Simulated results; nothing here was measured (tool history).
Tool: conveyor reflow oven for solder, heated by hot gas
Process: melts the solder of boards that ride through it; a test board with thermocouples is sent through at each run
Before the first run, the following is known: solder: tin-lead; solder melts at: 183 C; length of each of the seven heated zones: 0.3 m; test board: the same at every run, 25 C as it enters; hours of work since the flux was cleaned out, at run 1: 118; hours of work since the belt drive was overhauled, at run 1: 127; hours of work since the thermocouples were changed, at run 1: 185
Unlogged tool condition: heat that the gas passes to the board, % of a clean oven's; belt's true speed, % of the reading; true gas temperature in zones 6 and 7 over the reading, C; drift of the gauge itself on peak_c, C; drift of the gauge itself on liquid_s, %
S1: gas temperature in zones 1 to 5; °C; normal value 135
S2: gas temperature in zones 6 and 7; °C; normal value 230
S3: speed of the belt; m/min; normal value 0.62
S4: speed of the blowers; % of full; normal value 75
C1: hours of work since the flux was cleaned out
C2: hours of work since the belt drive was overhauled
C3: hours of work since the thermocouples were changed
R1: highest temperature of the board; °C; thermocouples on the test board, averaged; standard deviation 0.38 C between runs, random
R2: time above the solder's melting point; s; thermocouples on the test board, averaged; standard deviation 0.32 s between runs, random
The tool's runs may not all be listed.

run 1 hour=0 | S1=135 S2=230 S3=0.62 S4=75 | C1=118 C2=127 C3=185 | R1=213.2 R2=41.5
run 2 hour=8.5 | S1=135 S2=230 S3=0.62 S4=75 | C1=124 C2=133 C3=191 | R1=213.8 R2=40.8
run 3 hour=15.4 | S1=135 S2=230 S3=0.62 S4=75 | C1=128 C2=138 C3=196 | R1=213.2 R2=40.9
run 4 hour=19.5 | S1=135 S2=230 S3=0.62 S4=51 | C1=131 C2=141 C3=199 | R1=206.5 R2=34.8
run 5 hour=27.3 | S1=135 S2=230 S3=0.598 S4=51 | C1=136 C2=146 C3=204 | R1=208.2 R2=37.5
run 6 hour=36.4 | S1=135 S2=230 S3=0.598 S4=51 | C1=142 C2=152 C3=210 | R1=208.6 R2=36.8
run 7 hour=42.6 | S1=135 S2=231 S3=0.62 S4=75 | C1=147 C2=156 C3=214 | R1=215.4 R2=41.5
run 8 hour=50.2 | S1=135 S2=230 S3=0.62 S4=75 | C1=152 C2=161 C3=219 | R1=213.1 R2=40.1
run 9 hour=54.7 | S1=135 S2=230 S3=0.62 S4=75 | C1=155 C2=164 C3=222 | R1=214.1 R2=40.5
run 10 hour=58.6 | S1=135 S2=230 S3=0.542 S4=75 | C1=157 C2=167 C3=225 | R1=217.4 R2=49.7
run 11 hour=62.5 | S1=150 S2=230 S3=0.542 S4=75 | C1=160 C2=170 C3=228 | R1=220 R2=56.6
run 12 hour=71.2 | S1=150 S2=230 S3=0.542 S4=75 | C1=166 C2=176 C3=234 | R1=220.3 R2=56
run 13 hour=79.6 | S1=150 S2=230 S3=0.542 S4=75 | C1=172 C2=181 C3=239 | R1=219.6 R2=55.8
run 14 hour=83.3 | S1=135 S2=230 S3=0.62 S4=75 | C1=174 C2=184 C3=242 | R1=213.3 R2=40.6
-- hour=88.8 flux residue cleaned out of gas plates and filters
run 15 hour=95.7 | S1=135 S2=230 S3=0.62 S4=75 | C1=5 C2=189 C3=247 | R1=213 R2=39.5
run 16 hour=102.2 | S1=129 S2=240 S3=0.62 S4=80 | C1=9 C2=193 C3=251 | R1=220.7 R2=43.1
-- hour=108.5 flux residue cleaned out of gas plates and filters, once more
run 17 hour=112.9 | S1=140 S2=238 S3=0.64 S4=64 | C1=3 C2=197 C3=255 | R1=219.5 R2=43.5
run 18 hour=119.9 | S1=140 S2=238 S3=0.64 S4=64 | C1=8 C2=202 C3=260 | R1=218.2 R2=43
run 19 hour=126.1 | S1=135 S2=243 S3=0.62 S4=80 | C1=12 C2=206 C3=264 | R1=227.5 R2=47.6
run 20 hour=131.8 | S1=135 S2=234 S3=0.59 S4=51 | C1=16 C2=210 C3=268 | R1=212.9 R2=42.1
run 21 hour=137.5 | S1=135 S2=234 S3=0.59 S4=51 | C1=20 C2=214 C3=272 | R1=212.8 R2=41.5
run 22 hour=141.7 | S1=135 S2=244 S3=0.59 S4=55 | C1=22 C2=217 C3=275 | R1=222.6 R2=47.6
run 23 hour=148.8 | S1=135 S2=244 S3=0.713 S4=69 | C1=27 C2=221 C3=279 | R1=220.2 R2=38.2
run 24 hour=156.5 | S1=135 S2=244 S3=0.713 S4=69 | C1=33 C2=227 C3=285 | R1=219.6 R2=37.5
run 25 hour=160.3 | S1=137 S2=243 S3=0.62 S4=73 | C1=35 C2=229 C3=287 | R1=226 R2=47.3
run 26 hour=165.3 | S1=137 S2=234 S3=0.62 S4=52 | C1=38 C2=232 C3=290 | R1=211.3 R2=39.1
run 27 hour=170.6 | S1=137 S2=234 S3=0.578 S4=52 | C1=42 C2=236 C3=294 | R1=214.9 R2=44.3
run 28 hour=177.2 | S1=135 S2=229 S3=0.538 S4=75 | C1=46 C2=241 C3=298 | R1=217.8 R2=50.4
run 29 hour=185.4 | S1=148 S2=229 S3=0.656 S4=75 | C1=52 C2=246 C3=304 | R1=215 R2=42.4
run 30 hour=189.9 | S1=120 S2=228 S3=0.62 S4=75 | C1=55 C2=249 C3=307 | R1=209.4 R2=35.5

The same runs without the tool's hidden state, with the same run-to-run variation:
run=1 R1=213.7 R2=41.9
run=2 R1=214.4 R2=41.3
run=3 R1=213.8 R2=41.4
run=4 R1=207 R2=35.3
run=5 R1=208.7 R2=38
run=6 R1=209.1 R2=37.3
run=7 R1=216.1 R2=42.1
run=8 R1=213.9 R2=40.7
run=9 R1=214.8 R2=41.2
run=10 R1=217.9 R2=50.2
run=11 R1=220.3 R2=56.8
run=12 R1=220.8 R2=56.2
run=13 R1=220 R2=56.1
run=14 R1=214.2 R2=41.3
run=15 R1=214.8 R2=41
run=16 R1=222.9 R2=44.4
run=17 R1=219.1 R2=43.1
run=18 R1=217.8 R2=42.6
run=19 R1=227.2 R2=47.4
run=20 R1=212.5 R2=41.7
run=21 R1=212.5 R2=41.2
run=22 R1=222.3 R2=47.3
run=23 R1=220.1 R2=38.1
run=24 R1=219.5 R2=37.4
run=25 R1=225.8 R2=47.1
run=26 R1=211.1 R2=38.8
run=27 R1=214.6 R2=44.1
run=28 R1=217.5 R2=50.1
run=29 R1=214.9 R2=42.2
run=30 R1=209.4 R2=35.5

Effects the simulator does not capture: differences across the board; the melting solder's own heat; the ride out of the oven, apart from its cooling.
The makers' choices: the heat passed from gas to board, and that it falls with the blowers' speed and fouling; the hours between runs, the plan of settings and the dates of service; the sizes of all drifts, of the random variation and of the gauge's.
